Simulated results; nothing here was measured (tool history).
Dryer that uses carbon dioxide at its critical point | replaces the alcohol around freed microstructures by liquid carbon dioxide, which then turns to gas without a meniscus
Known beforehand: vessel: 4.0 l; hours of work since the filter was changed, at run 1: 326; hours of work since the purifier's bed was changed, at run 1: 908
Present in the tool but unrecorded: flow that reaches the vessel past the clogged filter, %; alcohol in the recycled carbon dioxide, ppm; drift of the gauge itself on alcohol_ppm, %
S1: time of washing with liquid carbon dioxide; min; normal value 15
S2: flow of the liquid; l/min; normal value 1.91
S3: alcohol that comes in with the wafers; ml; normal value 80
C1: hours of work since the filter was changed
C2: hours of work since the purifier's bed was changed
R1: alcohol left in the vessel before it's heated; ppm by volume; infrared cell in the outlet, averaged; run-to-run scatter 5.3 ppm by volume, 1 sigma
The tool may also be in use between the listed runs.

run,hour,S1,S2,S3,C1,C2,R1
1,0,15,1.91,80,326,908,400
2,63.2,15,2.84,80,375,957,233
3,106.9,15,2.84,80,409,991,242
4,150.6,15,1.91,80,443,1025,461
5,178.9,15,1.91,80,465,1047,461
6,233.9,15,1.91,80,507,1089,488
7,273.7,15,1.91,56,538,1120,439
# hour 289.4: inlet filter changed
# hour 314.5: purifier's bed changed
8,332.3,15,1.24,56,31,14,539
9,394.1,15,1.24,56,79,62,589
10,451.6,15,1.91,80,124,106,151
11,481.2,15,1.91,80,147,129,169
12,537.9,15,1.91,80,190,173,202
13,581.1,15,1.91,80,224,207,188
14,638.4,15,1.91,80,268,251,222
15,699.9,15,1.91,80,316,299,243
16,736,15,1.91,80,344,327,253
17,803.8,15,1.91,80,397,380,291
18,859.4,15,1.91,80,440,423,302
19,903.6,15,1.91,80,474,457,318
20,950.1,15,1.91,80,510,493,349
21,991.3,15,1.91,80,542,525,367
# hour 1004.2: inlet filter changed
22,1034.9,15,1.91,90,24,558,236
23,1081.6,15,1.91,90,60,594,269
24,1122,20,2.13,79,91,626,142
25,1161.8,12,1.25,64,122,657,1394
26,1203.1,15,1.74,29,154,689,223
27,1248.5,15,1.74,29,190,724,250
28,1278.1,14,1.46,80,213,747,797
29,1322.6,14,1.46,80,247,782,856
30,1391.8,22,2.94,21,301,835,187
31,1444.5,11,2.94,120,342,876,325
32,1472.8,11,2.94,24,364,898,216
33,1503.9,11,2.94,24,388,922,217
34,1538.4,11,2.94,24,415,949,234
35,1600,11,2.32,52,462,997,425
36,1644.9,20,2.14,37,497,1032,237
37,1698.7,20,2.14,28,539,1073,244
# hour 1711.9: inlet filter changed
38,1754.7,20,2.14,28,33,1116,248
39,1788.9,11,2.05,20,60,1143,318
# hour 1799.8: purifier's bed changed
40,1845,15,1.46,41,101,35,246
41,1902.4,22,1.7,37,146,80,42
42,1947.7,15,1.91,80,181,115,175
43,2005.2,17,1.25,60,225,159,488
44,2047.5,15,2.15,108,258,192,150
45,2084.4,19,1.91,28,287,221,69
46,2128.9,19,1.91,28,321,255,83

Measured less the same run without the tool's hidden state. The same run-to-run variation is in both; the gauge's scatter may not be:
run,R1
1,+286
2,+225
3,+230
4,+347
5,+355
6,+386
7,+363
8,+31
9,+67
10,+49
11,+61
12,+80
13,+94
14,+114
15,+133
16,+146
17,+178
18,+196
19,+215
20,+240
21,+258
22,+124
23,+144
24,+134
25,+272
26,+161
27,+177
28,+299
29,+343
30,+178
31,+252
32,+202
33,+209
34,+221
35,+320
36,+225
37,+228
38,+233
39,+251
40,+38
41,+22
42,+62
43,+141
44,+86
45,+54
46,+64
